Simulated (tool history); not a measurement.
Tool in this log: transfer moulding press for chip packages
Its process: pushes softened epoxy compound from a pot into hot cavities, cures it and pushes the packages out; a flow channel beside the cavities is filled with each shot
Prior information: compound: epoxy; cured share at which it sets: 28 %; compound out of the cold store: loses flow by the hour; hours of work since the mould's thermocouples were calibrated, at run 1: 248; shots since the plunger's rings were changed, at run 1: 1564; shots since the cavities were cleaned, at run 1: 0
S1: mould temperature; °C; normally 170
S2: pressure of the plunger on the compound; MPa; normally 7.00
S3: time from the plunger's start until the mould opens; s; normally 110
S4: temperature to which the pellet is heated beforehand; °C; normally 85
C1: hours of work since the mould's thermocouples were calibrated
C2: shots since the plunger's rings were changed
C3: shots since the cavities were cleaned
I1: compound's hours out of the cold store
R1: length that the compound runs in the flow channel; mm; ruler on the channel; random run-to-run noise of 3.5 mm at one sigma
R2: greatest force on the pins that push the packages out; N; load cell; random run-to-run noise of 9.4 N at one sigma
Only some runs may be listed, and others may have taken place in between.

run,hour,S1,S2,S3,S4,C1,C2,C3,I1,R1,R2
1,0.0,170,7.00,110,85,248,1564,0,41.2,675,413
2,15.0,170,7.00,110,85,259,1755,191,43.5,670,555
3,45.0,170,7.00,110,85,282,2136,572,11.2,747,712
4,68.3,170,7.00,110,85,299,2432,868,26.2,703,777
# hour 74.2: cavities cleaned with cleaning compound and waxed
5,90.2,170,7.00,110,86,314,2691,203,36.7,682,565
6,106.6,170,7.02,110,86,326,2899,411,11.8,736,692
7,138.4,170,7.02,110,86,350,3303,815,14.6,721,771
# hour 149.2: cavities cleaned with cleaning compound and waxed
8,162.6,170,7.02,110,86,367,3590,170,46.3,644,551
9,187.6,170,7.00,104,85,385,3909,489,10.3,726,751
# hour 214.3: plunger's sealing rings changed
10,219.6,170,7.00,123,85,407,67,863,22.2,753,743
# hour 227.5: cavities cleaned with cleaning compound and waxed
11,256.3,170,7.00,123,85,434,515,367,36.3,707,606
12,281.7,170,7.00,123,85,452,837,689,45.1,677,718
# hour 302.4: cavities cleaned with cleaning compound and waxed
13,305.4,170,7.00,120,85,469,1119,38,31.2,708,439
14,333.6,170,7.00,120,85,490,1477,396,35.6,692,622
15,352.7,170,8.77,120,82,504,1719,638,38.1,764,704
# hour 375.7: cavities cleaned with cleaning compound and waxed
16,383.9,170,7.00,131,88,526,2097,105,42.3,672,465
17,413.3,170,7.00,131,88,548,2471,479,37.5,675,655
18,440.9,170,7.00,131,88,568,2821,829,35.9,682,704
# hour 451.2: cavities cleaned with cleaning compound and waxed
19,479.4,170,7.70,117,88,596,3291,358,29.1,726,627
# hour 486.8: mould's thermocouples calibrated
20,505.9,170,7.70,117,88,14,3602,669,37.7,702,700
# hour 528.4: cavities cleaned with cleaning compound and waxed
21,543.9,170,7.70,117,88,41,4065,197,20.7,730,559
# hour 557.5: plunger's sealing rings changed
22,561.4,170,8.18,116,88,53,50,389,22.3,807,630
23,587.4,170,7.64,100,85,72,379,718,26.9,762,826
# hour 605.5: cavities cleaned with cleaning compound and waxed
24,613.1,170,7.64,100,85,90,686,96,40.0,723,567
25,641.8,170,7.64,100,85,111,1052,462,28.4,752,783
26,675.5,170,7.64,100,85,136,1479,889,13.0,788,860
# hour 679.0: cavities cleaned with cleaning compound and waxed
27,694.6,175,7.00,123,80,149,1703,199,33.1,681,524

5 ways to go on from here, each from the tool as it stands after run 27. What would each give?
A,710.3,170,6.35,110,92,161,1902,398,10.1,?,?
B,710.3,175,8.43,94,80,161,1902,398,12.3,?,?
C,710.3,169,7.00,125,80,161,1902,398,45.7,?,?
D,710.3,170,8.63,110,85,161,1902,398,36.8,?,?
E,710.3,178,7.00,123,92,161,1902,398,31.5,?,?

run,R1,R2
A,723,698
B,803,690
C,669,626
D,756,677
E,675,616
Stripped of hidden state, with their random variation kept, the same runs would have yielded:
run,R1,R2
A,748,435
B,832,427
C,692,389
D,783,419
E,698,382
